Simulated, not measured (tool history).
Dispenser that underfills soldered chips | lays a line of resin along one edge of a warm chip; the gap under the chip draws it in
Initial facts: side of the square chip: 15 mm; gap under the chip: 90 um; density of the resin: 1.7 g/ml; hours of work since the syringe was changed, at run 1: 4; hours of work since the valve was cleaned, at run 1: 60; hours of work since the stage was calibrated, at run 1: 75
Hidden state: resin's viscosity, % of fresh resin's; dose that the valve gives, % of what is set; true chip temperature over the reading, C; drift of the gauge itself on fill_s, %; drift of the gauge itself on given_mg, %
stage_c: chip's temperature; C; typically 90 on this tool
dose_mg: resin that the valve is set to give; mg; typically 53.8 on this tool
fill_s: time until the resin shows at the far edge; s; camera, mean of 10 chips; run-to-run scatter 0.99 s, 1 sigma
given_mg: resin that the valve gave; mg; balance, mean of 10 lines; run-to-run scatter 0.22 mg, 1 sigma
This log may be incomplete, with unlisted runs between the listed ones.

run	hour	stage_c	dose_mg	hours of work since the syringe was changed	hours of work since the valve was cleaned	hours of work since the stage was calibrated	fill_s	given_mg
1	0	90	53.8	4	60	75	111	51.56
# hour 3.5: new syringe of resin
2	8.3	76	53.8	3	65	81	220.6	51.25
# hour 11.7: new syringe of resin
3	17	76	53.8	4	71	87	227	51.13
# hour 19.7: new syringe of resin
4	23.2	90	68.1	2	75	91	106.2	64.51
# hour 28.1: new syringe of resin
5	33.8	84	53.8	4	82	98	154.9	51.22
# hour 35.9: new syringe of resin
# hour 43.7: new syringe of resin
6	43.7	84	53.8	0	89	104	132.1	50.44
# hour 52.4: new syringe of resin
7	53.2	84	53.8	1	95	111	131.4	50.15
# hour 60.8: new syringe of resin
8	64	84	53.8	2	103	118	149.4	50.26
# hour 69.2: new syringe of resin
9	74.9	84	53.8	4	110	125	155.3	49.88
# hour 77.2: new syringe of resin
10	80.7	90	56.4	2	114	129	109.4	51.96
# hour 85.8: new syringe of resin
11	91.9	90	47.5	4	121	137	123.6	43.53
# hour 93.8: new syringe of resin
12	100.3	90	47.5	5	127	142	125.3	43.58
# hour 102.3: new syringe of resin
# hour 110.3: new syringe of resin
13	110.9	96	47.5	0	134	149	78.7	43.15

Here are 4 independent what-if runs from the current tool condition. What would each one return?
# hour 118.2: dispensing valve cleaned and set on the balance
# hour 119.6: new syringe of resin
A	120.3	87	55.6	0	1	155	?	?
# hour 118.2: dispensing valve cleaned and set on the balance
# hour 119.6: new syringe of resin
B	120.3	100	47.5	0	1	155	?	?
# hour 118.2: dispensing valve cleaned and set on the balance
# hour 119.6: new syringe of resin
C	120.3	89	60.7	0	1	155	?	?
# hour 118.2: dispensing valve cleaned and set on the balance
# hour 119.6: new syringe of resin
D	120.3	85	47.5	0	1	155	?	?

run	fill_s	given_mg
A	113.5	55.91
B	64.3	47.05
C	105.8	60.93
D	129.3	47.55
With the hidden condition removed and each run's random variation left untouched, the same runs would have given:
run	fill_s	given_mg
A	106.2	55.89
B	60.3	47.03
C	99.1	60.91
D	121	47.54
